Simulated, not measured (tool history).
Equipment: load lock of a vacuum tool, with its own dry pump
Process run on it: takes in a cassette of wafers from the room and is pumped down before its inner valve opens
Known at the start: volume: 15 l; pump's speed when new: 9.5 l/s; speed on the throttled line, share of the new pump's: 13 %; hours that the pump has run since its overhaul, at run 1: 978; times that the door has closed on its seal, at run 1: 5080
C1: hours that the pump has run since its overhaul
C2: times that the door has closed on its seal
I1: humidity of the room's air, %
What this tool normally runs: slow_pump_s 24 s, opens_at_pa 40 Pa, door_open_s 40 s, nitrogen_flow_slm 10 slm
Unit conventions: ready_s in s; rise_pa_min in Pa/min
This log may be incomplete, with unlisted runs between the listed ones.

Run 1, day 0.000: usual settings; C1 978; C2 5080; I1 42.2. Result: ready_s 33.1 s, rise_pa_min 0.098 Pa/min.
Run 2, day 13.454: usual settings but opens_at_pa 47 Pa; C1 1301; C2 5779; I1 46.5. Result: ready_s 33.0 s, rise_pa_min 0.102 Pa/min.
Run 3, day 36.667: usual settings but opens_at_pa 47 Pa; C1 1858; C2 6985; I1 47.6. Result: ready_s 33.2 s, rise_pa_min 0.109 Pa/min.
Run 4, day 58.908: usual settings but opens_at_pa 47 Pa; C1 2392; C2 8141; I1 44.6. Result: ready_s 33.3 s, rise_pa_min 0.106 Pa/min.
Run 5, day 78.133: usual settings but opens_at_pa 47 Pa; C1 2853; C2 9140; I1 46.4. Result: ready_s 33.3 s, rise_pa_min 0.115 Pa/min.
Run 6, day 97.525: usual settings but opens_at_pa 47 Pa; C1 3319; C2 10148; I1 46.3. Result: ready_s 33.3 s, rise_pa_min 0.125 Pa/min.
Run 7, day 109.012: usual settings but opens_at_pa 47 Pa; C1 3594; C2 10744; I1 43.8. Result: ready_s 33.2 s, rise_pa_min 0.121 Pa/min.
Run 8, day 119.088: usual settings but slow_pump_s 18 s, opens_at_pa 49 Pa, door_open_s 167 s, nitrogen_flow_slm 4 slm; C1 3836; C2 11268; I1 45.3. Result: ready_s 27.8 s, rise_pa_min 0.205 Pa/min.
Run 9, day 133.658: usual settings but door_open_s 29 s, nitrogen_flow_slm 8 slm; C1 4186; C2 12025; I1 45.2. Result: ready_s 33.5 s, rise_pa_min 0.126 Pa/min.
Run 10, day 149.721: usual settings but opens_at_pa 34 Pa, door_open_s 28 s, nitrogen_flow_slm 9 slm; C1 4571; C2 12860; I1 44.3. Result: ready_s 33.7 s, rise_pa_min 0.122 Pa/min.
Run 11, day 161.996: usual settings but slow_pump_s 38 s, door_open_s 174 s; C1 4866; C2 13497; I1 42.7. Result: ready_s 45.7 s, rise_pa_min 0.190 Pa/min.
Run 12, day 182.825: usual settings but slow_pump_s 38 s, door_open_s 174 s; C1 5366; C2 14580; I1 43.0. Result: ready_s 45.8 s, rise_pa_min 0.197 Pa/min.

Predict each of these 4 candidate next runs independently; none follows another, all start after run 12:
Run A, day 200.188: usual settings but door_open_s 189 s; C1 5783; C2 15482; I1 46.8. Result: ready_s ?, rise_pa_min ?.
Run B, day 200.188: usual settings but slow_pump_s 43 s, opens_at_pa 58 Pa, door_open_s 211 s; C1 5783; C2 15482; I1 43.9. Result: ready_s ?, rise_pa_min ?.
Run C, day 200.188: usual settings but opens_at_pa 45 Pa, door_open_s 116 s, nitrogen_flow_slm 21 slm; C1 5783; C2 15482; I1 43.8. Result: ready_s ?, rise_pa_min ?.
Run D, day 200.188: usual settings but slow_pump_s 38 s, door_open_s 174 s, nitrogen_flow_slm 18 slm; C1 5783; C2 15482; I1 44.2. Result: ready_s ?, rise_pa_min ?.

run  ready_s  rise_pa_min
  A     34.0        0.215
  B     49.9        0.210
  C     33.8        0.157
  D     45.7        0.183
With no hidden state in the tool, these same runs would have given:
run  ready_s  rise_pa_min
  A     33.6        0.142
  B     49.6        0.138
  C     33.4        0.084
  D     45.4        0.110
